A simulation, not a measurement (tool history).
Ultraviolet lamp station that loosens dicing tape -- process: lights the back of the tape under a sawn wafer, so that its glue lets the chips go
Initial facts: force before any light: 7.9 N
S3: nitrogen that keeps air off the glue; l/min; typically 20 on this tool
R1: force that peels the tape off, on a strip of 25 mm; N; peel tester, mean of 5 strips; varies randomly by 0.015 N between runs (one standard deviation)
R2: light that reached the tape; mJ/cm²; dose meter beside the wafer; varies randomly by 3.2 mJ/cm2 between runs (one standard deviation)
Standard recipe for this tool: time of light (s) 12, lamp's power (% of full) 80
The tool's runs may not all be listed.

{"run": 1, "hour": 0.0, "time of light (s)": 12, "lamp's power (% of full)": 80, "S3": 20, "R1": 0.902, "R2": 451}
{"run": 2, "hour": 41.5, "time of light (s)": 12, "lamp's power (% of full)": 80, "S3": 20, "R1": 0.878, "R2": 443}
{"run": 3, "hour": 89.5, "time of light (s)": 12, "lamp's power (% of full)": 80, "S3": 20, "R1": 0.933, "R2": 434}
{"run": 4, "hour": 123.0, "time of light (s)": 12, "lamp's power (% of full)": 80, "S3": 14, "R1": 1.26, "R2": 425}
{"run": 5, "hour": 171.6, "time of light (s)": 12, "lamp's power (% of full)": 80, "S3": 14, "R1": 1.354, "R2": 412}
{"run": 6, "hour": 199.9, "time of light (s)": 12, "lamp's power (% of full)": 80, "S3": 14, "R1": 1.359, "R2": 406}
{"run": 7, "hour": 227.7, "time of light (s)": 12, "lamp's power (% of full)": 80, "S3": 14, "R1": 1.381, "R2": 402}
{"run": 8, "hour": 255.5, "time of light (s)": 9, "lamp's power (% of full)": 80, "S3": 14, "R1": 2.133, "R2": 289}
{"run": 9, "hour": 305.4, "time of light (s)": 9, "lamp's power (% of full)": 80, "S3": 14, "R1": 2.207, "R2": 284}
{"run": 10, "hour": 347.1, "time of light (s)": 12, "lamp's power (% of full)": 64, "S3": 20, "R1": 1.695, "R2": 300}
{"run": 11, "hour": 381.2, "time of light (s)": 12, "lamp's power (% of full)": 80, "S3": 20, "R1": 1.265, "R2": 361}
{"run": 12, "hour": 417.6, "time of light (s)": 12, "lamp's power (% of full)": 80, "S3": 20, "R1": 1.375, "R2": 358}
{"hour": 428.4, "done": "window cleaned of glue's vapour"}
{"run": 13, "hour": 451.9, "time of light (s)": 12, "lamp's power (% of full)": 80, "S3": 20, "R1": 1.499, "R2": 332}
{"run": 14, "hour": 485.1, "time of light (s)": 12, "lamp's power (% of full)": 80, "S3": 20, "R1": 1.475, "R2": 320}
{"run": 15, "hour": 524.3, "time of light (s)": 12, "lamp's power (% of full)": 80, "S3": 20, "R1": 1.499, "R2": 313}
{"run": 16, "hour": 557.2, "time of light (s)": 12, "lamp's power (% of full)": 80, "S3": 20, "R1": 1.647, "R2": 309}
{"hour": 593.6, "done": "window cleaned of glue's vapour, once more"}
{"run": 17, "hour": 597.2, "time of light (s)": 12, "lamp's power (% of full)": 80, "S3": 20, "R1": 1.31, "R2": 355}
{"run": 18, "hour": 628.4, "time of light (s)": 12, "lamp's power (% of full)": 80, "S3": 20, "R1": 1.381, "R2": 347}
{"run": 19, "hour": 648.9, "time of light (s)": 12, "lamp's power (% of full)": 80, "S3": 20, "R1": 1.392, "R2": 344}
{"run": 20, "hour": 689.1, "time of light (s)": 12, "lamp's power (% of full)": 80, "S3": 20, "R1": 1.438, "R2": 334}
{"run": 21, "hour": 710.5, "time of light (s)": 12, "lamp's power (% of full)": 80, "S3": 20, "R1": 1.495, "R2": 327}
{"run": 22, "hour": 748.6, "time of light (s)": 12, "lamp's power (% of full)": 80, "S3": 20, "R1": 1.546, "R2": 319}
{"run": 23, "hour": 784.2, "time of light (s)": 12, "lamp's power (% of full)": 96, "S3": 12, "R1": 1.648, "R2": 374}
{"run": 24, "hour": 821.8, "time of light (s)": 12, "lamp's power (% of full)": 96, "S3": 12, "R1": 1.715, "R2": 366}
{"run": 25, "hour": 871.0, "time of light (s)": 20, "lamp's power (% of full)": 84, "S3": 15, "R1": 0.884, "R2": 509}
{"hour": 894.8, "done": "lamp changed"}
{"run": 26, "hour": 919.9, "time of light (s)": 20, "lamp's power (% of full)": 84, "S3": 15, "R1": 0.367, "R2": 843}
{"run": 27, "hour": 960.7, "time of light (s)": 10, "lamp's power (% of full)": 74, "S3": 37, "R1": 0.866, "R2": 360}
{"run": 28, "hour": 1010.6, "time of light (s)": 14, "lamp's power (% of full)": 80, "S3": 17, "R1": 0.714, "R2": 532}
{"run": 29, "hour": 1056.6, "time of light (s)": 14, "lamp's power (% of full)": 80, "S3": 17, "R1": 0.761, "R2": 529}
{"run": 30, "hour": 1101.5, "time of light (s)": 8, "lamp's power (% of full)": 73, "S3": 17, "R1": 2.22, "R2": 268}
{"run": 31, "hour": 1143.1, "time of light (s)": 23, "lamp's power (% of full)": 85, "S3": 21, "R1": 0.294, "R2": 868}
{"run": 32, "hour": 1168.4, "time of light (s)": 23, "lamp's power (% of full)": 85, "S3": 21, "R1": 0.294, "R2": 866}
{"run": 33, "hour": 1208.0, "time of light (s)": 23, "lamp's power (% of full)": 85, "S3": 21, "R1": 0.315, "R2": 844}
{"run": 34, "hour": 1237.0, "time of light (s)": 15, "lamp's power (% of full)": 95, "S3": 7, "R1": 1.152, "R2": 597}
{"run": 35, "hour": 1284.2, "time of light (s)": 8, "lamp's power (% of full)": 66, "S3": 8, "R1": 3.7, "R2": 217}
{"run": 36, "hour": 1308.8, "time of light (s)": 12, "lamp's power (% of full)": 86, "S3": 9, "R1": 1.707, "R2": 428}
{"run": 37, "hour": 1358.7, "time of light (s)": 16, "lamp's power (% of full)": 80, "S3": 20, "R1": 0.712, "R2": 512}
{"run": 38, "hour": 1383.9, "time of light (s)": 16, "lamp's power (% of full)": 80, "S3": 20, "R1": 0.734, "R2": 500}
{"run": 39, "hour": 1415.7, "time of light (s)": 16, "lamp's power (% of full)": 80, "S3": 20, "R1": 0.776, "R2": 484}
{"run": 40, "hour": 1450.3, "time of light (s)": 16, "lamp's power (% of full)": 68, "S3": 20, "R1": 1.088, "R2": 403}
{"run": 41, "hour": 1487.5, "time of light (s)": 16, "lamp's power (% of full)": 68, "S3": 20, "R1": 1.093, "R2": 396}
{"hour": 1533.0, "done": "window cleaned of glue's vapour"}
{"run": 42, "hour": 1533.0, "time of light (s)": 19, "lamp's power (% of full)": 61, "S3": 34, "R1": 0.606, "R2": 448}
{"run": 43, "hour": 1582.4, "time of light (s)": 18, "lamp's power (% of full)": 75, "S3": 6, "R1": 1.74, "R2": 505}

For some of the steps in R1 from one run to the next: how much would appear even if the tool had no hidden state, given the settings, what came in and random variation, and how much remains for the hidden state plus any gauge scatter that the measured result and the result without hidden state don't share?
The tool's hidden condition here consists of: lamp's light, % of a new lamp's; light that the window lets through, % of a clean one's; drift of the gauge itself on peel_n, %; drift of the gauge itself on dose_mj_cm2, %.
Run 24 -> 25: time of light (s) 12 -> 20, lamp's power (% of full) 96 -> 84, S3 12 -> 15. R1 -0.831 N: hidden state -0.449, all else -0.382.
Run 25 -> 26: lamp changed. R1 -0.517 N: hidden state -0.511, all else -0.006.
Run 30 -> 31: time of light (s) 8 -> 23, lamp's power (% of full) 73 -> 85, S3 17 -> 21. R1 -1.926 N: hidden state -0.368, all else -1.558.
Run 34 -> 35: time of light (s) 15 -> 8, lamp's power (% of full) 95 -> 66, S3 7 -> 8. R1 +2.548 N: hidden state +0.339, all else +2.209.
Run 35 -> 36: time of light (s) 8 -> 12, lamp's power (% of full) 66 -> 86, S3 8 -> 9. R1 -1.993 N: hidden state -0.135, all else -1.858.
Run 42 -> 43: time of light (s) 19 -> 18, lamp's power (% of full) 61 -> 75, S3 34 -> 6. R1 +1.134 N: hidden state +0.489, all else +0.645.
